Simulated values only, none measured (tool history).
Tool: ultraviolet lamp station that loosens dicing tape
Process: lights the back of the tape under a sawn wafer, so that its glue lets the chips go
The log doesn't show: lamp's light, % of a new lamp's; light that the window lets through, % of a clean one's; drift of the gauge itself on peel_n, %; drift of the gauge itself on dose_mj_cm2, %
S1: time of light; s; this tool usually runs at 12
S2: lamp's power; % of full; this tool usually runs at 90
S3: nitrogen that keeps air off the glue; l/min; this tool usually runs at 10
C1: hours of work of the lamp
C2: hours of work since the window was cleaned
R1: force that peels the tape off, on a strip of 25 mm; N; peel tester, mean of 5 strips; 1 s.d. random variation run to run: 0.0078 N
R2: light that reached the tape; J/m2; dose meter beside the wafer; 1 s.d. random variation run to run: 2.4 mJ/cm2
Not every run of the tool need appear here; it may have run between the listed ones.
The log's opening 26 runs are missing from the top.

| run | day | S1 | S2 | S3 | C1 | C2 | R1 | R2 |
|---|---|---|---|---|---|---|---|---|
|  | 52.208 | lamp changed |
| 27 | 53.333 | 19 | 90 | 4 | 16 | 206 | 0.353 | 3920 |
| 28 | 54.608 | 19 | 90 | 4 | 34 | 224 | 0.33 | 3870 |
|  | 55.354 | window cleaned of glue's vapour |
| 29 | 57.3 | 19 | 90 | 4 | 72 | 28 | 0.27 | 4300 |
| 30 | 59.458 | 19 | 90 | 4 | 102 | 58 | 0.301 | 4180 |
| 31 | 61.679 | 12 | 90 | 18 | 134 | 90 | 0.246 | 2530 |
| 32 | 63.1 | 12 | 90 | 18 | 154 | 110 | 0.251 | 2510 |
| 33 | 65.775 | 12 | 90 | 18 | 192 | 148 | 0.27 | 2420 |
| 34 | 67.158 | 7 | 96 | 10 | 212 | 167 | 1.149 | 1490 |
| 35 | 69.933 | 7 | 96 | 10 | 251 | 207 | 1.247 | 1450 |
| 36 | 71.238 | 10 | 87 | 10 | 269 | 225 | 0.791 | 1840 |
|  | 71.854 | window cleaned of glue's vapour |
| 37 | 74.004 | 17 | 97 | 9 | 308 | 30 | 0.155 | 3840 |
| 38 | 75.508 | 7 | 99 | 8 | 330 | 52 | 1.165 | 1590 |
| 39 | 77.821 | 7 | 99 | 8 | 362 | 85 | 1.235 | 1570 |
| 40 | 79.221 | 24 | 99 | 8 | 382 | 104 | 0.097 | 5280 |
| 41 | 80.833 | 12 | 69 | 10 | 405 | 127 | 0.836 | 1780 |
| 42 | 83.371 | 12 | 69 | 18 | 441 | 163 | 0.581 | 1740 |
| 43 | 84.788 | 12 | 69 | 18 | 461 | 183 | 0.597 | 1690 |

Alternative continuations, all from the tool just after run 43; predict every row:
| A | 86.35 | 9 | 85 | 18 | 483 | 205 | ? | ? |
| B | 86.35 | 7 | 69 | 18 | 483 | 205 | ? | ? |
| C | 86.35 | 12 | 68 | 6 | 483 | 205 | ? | ? |
| D | 86.35 | 24 | 63 | 10 | 483 | 205 | ? | ? |

| run | R1 | R2 |
|---|---|---|
| A | 0.782 | 1550 |
| B | 1.639 | 980 |
| C | 1.376 | 1660 |
| D | 0.248 | 3080 |
The same runs, with their run-to-run variation unchanged, on a tool lacking any hidden condition would have given:
| run | R1 | R2 |
|---|---|---|
| A | 0.448 | 2000 |
| B | 1.117 | 1260 |
| C | 0.898 | 2140 |
| D | 0.141 | 3950 |
